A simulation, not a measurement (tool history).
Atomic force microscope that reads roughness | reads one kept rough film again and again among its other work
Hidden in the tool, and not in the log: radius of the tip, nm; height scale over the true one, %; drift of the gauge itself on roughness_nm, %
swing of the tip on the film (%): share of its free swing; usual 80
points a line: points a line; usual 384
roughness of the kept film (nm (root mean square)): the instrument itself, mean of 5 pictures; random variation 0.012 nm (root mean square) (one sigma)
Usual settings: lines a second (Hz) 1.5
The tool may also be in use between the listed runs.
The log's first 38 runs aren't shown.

run,hour,lines a second (Hz),swing of the tip on the film (%),points a line,pictures with this tip,hours of work since the height scale was calibrated,roughness of the kept film (nm (root mean square))
39,1835.8,1.5,67,376,243,121,1.839
40,1874.2,1.5,67,376,308,146,1.676
# hour 1878.4: new tip fitted
41,1907.9,1.5,67,376,50,167,2.479
42,1972.4,0.61,61,384,160,207,2.062
43,2023.5,1.5,74,384,246,239,1.786
# hour 2062.2: new tip fitted
44,2073.8,0.54,66,384,20,271,2.682
45,2134.9,3.49,55,890,124,310,2.221
46,2164,1.55,88,650,173,328,1.99
47,2216.1,0.73,65,650,262,361,1.855
# hour 2245: new tip fitted
48,2261.6,1.92,64,987,29,389,2.658
49,2304.3,1.92,71,463,101,416,2.291
50,2364.8,2.62,77,384,204,454,1.899
51,2405.8,0.61,80,965,274,480,1.851

Forecast each of these 4 alternatives for the next run:
# hour 2430.2: new tip fitted
A,2443.5,2.73,87,582,22,504,?
# hour 2430.2: new tip fitted
B,2443.5,1.5,83,384,22,504,?
# hour 2430.2: new tip fitted
C,2443.5,0.67,80,965,22,504,?
# hour 2430.2: new tip fitted
D,2443.5,0.83,80,965,22,504,?

run,roughness of the kept film (nm (root mean square))
A,2.415
B,2.57
C,2.708
D,2.713
Without the tool's hidden state the same runs would have given:
run,roughness of the kept film (nm (root mean square))
A,2.54
B,2.703
C,2.848
D,2.853

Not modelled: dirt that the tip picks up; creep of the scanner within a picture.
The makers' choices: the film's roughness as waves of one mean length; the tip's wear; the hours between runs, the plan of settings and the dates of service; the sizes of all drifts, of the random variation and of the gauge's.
